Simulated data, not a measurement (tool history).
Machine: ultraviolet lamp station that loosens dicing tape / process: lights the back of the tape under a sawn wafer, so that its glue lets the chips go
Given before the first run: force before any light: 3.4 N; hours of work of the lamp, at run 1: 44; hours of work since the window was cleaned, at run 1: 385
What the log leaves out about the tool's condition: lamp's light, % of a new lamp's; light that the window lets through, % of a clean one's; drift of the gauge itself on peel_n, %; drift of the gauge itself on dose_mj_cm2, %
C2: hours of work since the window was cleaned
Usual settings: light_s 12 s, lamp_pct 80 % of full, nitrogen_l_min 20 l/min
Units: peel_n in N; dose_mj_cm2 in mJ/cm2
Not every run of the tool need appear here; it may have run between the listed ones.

{"run": 1, "hour": 0.0, "light_s": 12, "lamp_pct": 80, "nitrogen_l_min": 20, "hours of work of the lamp": 44, "C2": 385, "peel_n": 0.544, "dose_mj_cm2": 365}
{"run": 2, "hour": 6.1, "light_s": 12, "lamp_pct": 80, "nitrogen_l_min": 20, "hours of work of the lamp": 47, "C2": 388, "peel_n": 0.563, "dose_mj_cm2": 365}
{"run": 3, "hour": 14.5, "light_s": 12, "lamp_pct": 80, "nitrogen_l_min": 20, "hours of work of the lamp": 52, "C2": 393, "peel_n": 0.535, "dose_mj_cm2": 365}
{"run": 4, "hour": 21.5, "light_s": 6, "lamp_pct": 80, "nitrogen_l_min": 20, "hours of work of the lamp": 57, "C2": 397, "peel_n": 1.296, "dose_mj_cm2": 181}
{"run": 5, "hour": 29.3, "light_s": 6, "lamp_pct": 80, "nitrogen_l_min": 20, "hours of work of the lamp": 61, "C2": 402, "peel_n": 1.279, "dose_mj_cm2": 179}
{"hour": 30.5, "done": "window cleaned of glue's vapour"}
{"run": 6, "hour": 39.5, "light_s": 6, "lamp_pct": 80, "nitrogen_l_min": 20, "hours of work of the lamp": 67, "C2": 5, "peel_n": 1.401, "dose_mj_cm2": 172}
{"run": 7, "hour": 48.6, "light_s": 6, "lamp_pct": 80, "nitrogen_l_min": 20, "hours of work of the lamp": 72, "C2": 11, "peel_n": 1.354, "dose_mj_cm2": 177}
{"hour": 49.8, "done": "window cleaned of glue's vapour, once more"}
{"run": 8, "hour": 53.1, "light_s": 12, "lamp_pct": 100, "nitrogen_l_min": 27, "hours of work of the lamp": 75, "C2": 2, "peel_n": 0.299, "dose_mj_cm2": 493}
{"run": 9, "hour": 61.9, "light_s": 12, "lamp_pct": 63, "nitrogen_l_min": 20, "hours of work of the lamp": 80, "C2": 7, "peel_n": 0.697, "dose_mj_cm2": 308}
{"run": 10, "hour": 66.0, "light_s": 21, "lamp_pct": 70, "nitrogen_l_min": 20, "hours of work of the lamp": 83, "C2": 10, "peel_n": 0.246, "dose_mj_cm2": 601}
{"run": 11, "hour": 73.8, "light_s": 21, "lamp_pct": 70, "nitrogen_l_min": 20, "hours of work of the lamp": 87, "C2": 14, "peel_n": 0.235, "dose_mj_cm2": 590}
{"run": 12, "hour": 80.1, "light_s": 7, "lamp_pct": 70, "nitrogen_l_min": 40, "hours of work of the lamp": 91, "C2": 18, "peel_n": 1.063, "dose_mj_cm2": 200}
{"run": 13, "hour": 87.0, "light_s": 18, "lamp_pct": 89, "nitrogen_l_min": 10, "hours of work of the lamp": 95, "C2": 22, "peel_n": 0.278, "dose_mj_cm2": 645}
{"run": 14, "hour": 91.6, "light_s": 8, "lamp_pct": 96, "nitrogen_l_min": 30, "hours of work of the lamp": 98, "C2": 25, "peel_n": 0.64, "dose_mj_cm2": 308}

Here are 4 independent what-if runs from the current tool condition. What would each one return?
{"run": "A", "hour": 100.3, "light_s": 11, "lamp_pct": 83, "nitrogen_l_min": 20, "hours of work of the lamp": 103, "C2": 30, "peel_n": "?", "dose_mj_cm2": "?"}
{"run": "B", "hour": 100.3, "light_s": 12, "lamp_pct": 80, "nitrogen_l_min": 9, "hours of work of the lamp": 103, "C2": 30, "peel_n": "?", "dose_mj_cm2": "?"}
{"run": "C", "hour": 100.3, "light_s": 12, "lamp_pct": 92, "nitrogen_l_min": 10, "hours of work of the lamp": 103, "C2": 30, "peel_n": "?", "dose_mj_cm2": "?"}
{"run": "D", "hour": 100.3, "light_s": 12, "lamp_pct": 82, "nitrogen_l_min": 20, "hours of work of the lamp": 103, "C2": 30, "peel_n": "?", "dose_mj_cm2": "?"}

run=A peel_n=0.521 dose_mj_cm2=368
run=B peel_n=0.679 dose_mj_cm2=382
run=C peel_n=0.507 dose_mj_cm2=446
run=D peel_n=0.486 dose_mj_cm2=396
The same runs, with their run-to-run variation unchanged, on a tool lacking any hidden condition would have given:
run=A peel_n=0.483 dose_mj_cm2=386
run=B peel_n=0.633 dose_mj_cm2=401
run=C peel_n=0.469 dose_mj_cm2=468
run=D peel_n=0.449 dose_mj_cm2=415
